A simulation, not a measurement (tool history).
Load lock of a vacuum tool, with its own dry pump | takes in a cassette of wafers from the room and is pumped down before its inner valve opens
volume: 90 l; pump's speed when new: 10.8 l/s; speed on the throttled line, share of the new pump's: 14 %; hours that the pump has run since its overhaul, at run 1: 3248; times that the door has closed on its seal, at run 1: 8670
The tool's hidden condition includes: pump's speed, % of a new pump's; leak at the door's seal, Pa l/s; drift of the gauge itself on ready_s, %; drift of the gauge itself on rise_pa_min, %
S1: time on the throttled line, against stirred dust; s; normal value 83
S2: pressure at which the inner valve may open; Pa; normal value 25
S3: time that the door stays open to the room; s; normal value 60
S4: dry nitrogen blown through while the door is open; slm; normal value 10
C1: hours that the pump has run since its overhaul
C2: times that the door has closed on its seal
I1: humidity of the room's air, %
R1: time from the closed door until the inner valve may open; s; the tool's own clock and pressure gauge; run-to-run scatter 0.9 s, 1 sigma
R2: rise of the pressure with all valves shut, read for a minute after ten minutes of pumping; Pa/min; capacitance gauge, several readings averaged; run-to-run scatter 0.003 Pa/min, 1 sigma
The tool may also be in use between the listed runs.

| run | hour | S1 | S2 | S3 | S4 | C1 | C2 | I1 | R1 | R2 |
|---|---|---|---|---|---|---|---|---|---|---|
| 1 | 0.0 | 83 | 25 | 60 | 10 | 3248 | 8670 | 45.1 | 142.3 | 0.143 |
| 2 | 61.7 | 83 | 25 | 60 | 10 | 3310 | 8912 | 44.2 | 143.1 | 0.147 |
| 3 | 117.9 | 83 | 25 | 60 | 10 | 3366 | 9131 | 44.7 | 142.6 | 0.147 |
| 4 | 218.9 | 83 | 25 | 60 | 10 | 3467 | 9526 | 43.9 | 142.7 | 0.159 |
| 5 | 331.9 | 83 | 25 | 60 | 10 | 3580 | 9968 | 42.1 | 142.6 | 0.160 |
| 6 | 434.8 | 83 | 25 | 60 | 10 | 3683 | 10370 | 41.4 | 142.3 | 0.164 |
| 7 | 529.1 | 83 | 25 | 60 | 10 | 3777 | 10738 | 44.8 | 142.7 | 0.179 |
| 8 | 616.7 | 83 | 25 | 60 | 10 | 3865 | 11081 | 43.4 | 143.9 | 0.180 |
| 9 | 727.0 | 83 | 25 | 60 | 10 | 3975 | 11512 | 44.0 | 143.9 | 0.183 |
| 10 | 806.2 | 83 | 25 | 60 | 10 | 4054 | 11821 | 42.5 | 141.1 | 0.191 |
| 11 | 910.0 | 83 | 25 | 36 | 10 | 4158 | 12227 | 47.7 | 140.6 | 0.189 |
| 12 | 972.4 | 83 | 25 | 36 | 10 | 4220 | 12471 | 42.7 | 144.3 | 0.198 |
| 13 | 1089.3 | 83 | 23 | 36 | 10 | 4337 | 12928 | 44.4 | 142.6 | 0.211 |
| 14 | 1205.5 | 83 | 25 | 60 | 10 | 4453 | 13382 | 44.4 | 142.1 | 0.224 |
| 15 | 1255.5 | 83 | 25 | 60 | 10 | 4503 | 13577 | 44.0 | 142.1 | 0.238 |
| 16 | 1318.4 | 50 | 25 | 60 | 10 | 4566 | 13823 | 42.0 | 113.9 | 0.231 |
| 17 | 1377.8 | 50 | 25 | 60 | 10 | 4626 | 14055 | 43.4 | 114.8 | 0.233 |
| 18 | 1445.9 | 50 | 25 | 60 | 10 | 4694 | 14321 | 43.9 | 113.7 | 0.240 |
| 19 | 1496.7 | 50 | 25 | 60 | 10 | 4745 | 14520 | 43.8 | 115.2 | 0.252 |
| 20 | 1608.0 | 109 | 45 | 60 | 10 | 4856 | 14955 | 44.4 | 160.2 | 0.259 |
| 21 | 1694.5 | 106 | 34 | 60 | 6 | 4942 | 15293 | 49.0 | 158.8 | 0.273 |
| 22 | 1772.7 | 124 | 19 | 60 | 18 | 5021 | 15599 | 44.8 | 181.0 | 0.254 |
| 23 | 1879.6 | 124 | 19 | 60 | 18 | 5127 | 16016 | 43.7 | 179.3 | 0.269 |
| 24 | 1944.9 | 124 | 19 | 60 | 18 | 5193 | 16272 | 46.3 | 179.2 | 0.276 |
| 25 | 2019.5 | 113 | 19 | 206 | 18 | 5267 | 16563 | 45.9 | 169.2 | 0.324 |
| 26 | 2107.5 | 74 | 39 | 91 | 18 | 5355 | 16907 | 46.0 | 129.9 | 0.296 |
| 27 | 2215.0 | 77 | 39 | 73 | 34 | 5463 | 17327 | 44.8 | 132.7 | 0.292 |
| 28 | 2282.7 | 89 | 33 | 64 | 10 | 5531 | 17592 | 46.0 | 145.3 | 0.313 |
| 29 | 2398.8 | 83 | 32 | 33 | 8 | 5647 | 18046 | 44.9 | 141.2 | 0.316 |
| 30 | 2458.4 | 83 | 32 | 35 | 25 | 5706 | 18279 | 44.1 | 141.0 | 0.317 |
| 31 | 2574.9 | 83 | 32 | 35 | 25 | 5823 | 18734 | 44.7 | 141.2 | 0.315 |
| 32 | 2673.1 | 79 | 18 | 41 | 17 | 5921 | 19118 | 43.0 | 142.2 | 0.339 |
| 33 | 2758.5 | 79 | 18 | 41 | 17 | 6006 | 19451 | 48.2 | 143.2 | 0.353 |
| 34 | 2860.5 | 79 | 21 | 41 | 33 | 6108 | 19850 | 46.5 | 142.1 | 0.354 |

What will run 35 give?
| 35 | 2915.2 | 158 | 36 | 41 | 33 | 6163 | 20064 | 42.5 | ? | ? |

R1: 203.5 s
R2: 0.349 Pa/min
With no hidden state in the tool, this same run would have given R1 201.7 s, R2 0.023 Pa/min.
